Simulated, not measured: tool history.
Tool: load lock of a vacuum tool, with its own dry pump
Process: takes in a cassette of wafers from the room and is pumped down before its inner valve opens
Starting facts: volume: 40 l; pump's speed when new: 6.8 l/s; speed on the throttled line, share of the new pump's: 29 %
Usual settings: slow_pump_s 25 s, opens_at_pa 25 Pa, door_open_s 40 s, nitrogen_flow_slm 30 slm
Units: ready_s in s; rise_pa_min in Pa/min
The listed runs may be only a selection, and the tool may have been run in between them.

run      day  slow_pump_s  opens_at_pa  door_open_s  nitrogen_flow_slm  incoming humidity of the room's air, %  ready_s  rise_pa_min
  1        0           25           25           40                 30                                    47.2     66.2        0.031
  2    6.571           25           25           40                 30                                    43.2     66.4        0.021
  3   14.446           25           25           40                 30                                    41.6     66.4        0.025
  4   19.746           25           25           40                 30                                      47     66.5        0.027
  5   26.167           25           25           40                 30                                    44.8     66.4        0.024
  6   30.929           25           25           40                 30                                    44.8     66.2        0.026
  7   35.992           25           25           40                 30                                    45.1     66.1        0.028
  8   40.212           25           25           47                 30                                    45.5     66.3        0.029
  9   46.721           25           25           40                 30                                    46.4     66.3        0.029
 10   54.571           25           25           40                 30                                    42.4     66.2        0.029
 11   61.842           13           25           40                 30                                    46.3       58        0.031
 12   67.538           13           25           40                 30                                    44.6     58.3         0.03
 13   73.621           25           25          192                 30                                    39.5     66.3         0.04
 14   79.112           37           33           40                 30                                      47     73.8        0.033
 15   83.354           16           42          119                 29                                    43.2     57.3        0.033
 16   91.188           16           42          119                 29                                    43.2     57.2        0.029
 17   96.646           25           25           52                 30                                    47.1     65.9        0.033
 18  101.704           25           25           52                 30                                    41.7     66.7        0.029
 19  109.125           25           25           52                  8                                    40.1     66.7        0.049
 20  113.138           25           25           52                 14                                    44.8     66.6        0.039
 21  118.742           25           25           52                 14                                    45.1     66.4        0.043
 22   124.95           25           25           52                 14                                    46.2     66.4        0.047
 23    128.5           25           25           52                 14                                    46.1     66.3        0.048
 24  136.067           33           23           51                  4                                    44.3     72.2        0.064
 25  140.854           26           29           48                 30                                    48.2     66.3        0.035

3 ways to go on from here, each from the tool as it stands after run 25. What would each give?
  A  146.833           31           24           48                  6                                    46.2        ?            ?
  B  146.833           38           25           87                 30                                      46        ?            ?
  C  146.833           25           47           40                 30                                    45.5        ?            ?

run  ready_s  rise_pa_min
  A     71.2        0.057
  B     75.9        0.036
  C       63        0.027
Without the tool's unlogged condition, the same runs would have read:
run  ready_s  rise_pa_min
  A     71.2        0.057
  B     75.8        0.036
  C       63        0.027

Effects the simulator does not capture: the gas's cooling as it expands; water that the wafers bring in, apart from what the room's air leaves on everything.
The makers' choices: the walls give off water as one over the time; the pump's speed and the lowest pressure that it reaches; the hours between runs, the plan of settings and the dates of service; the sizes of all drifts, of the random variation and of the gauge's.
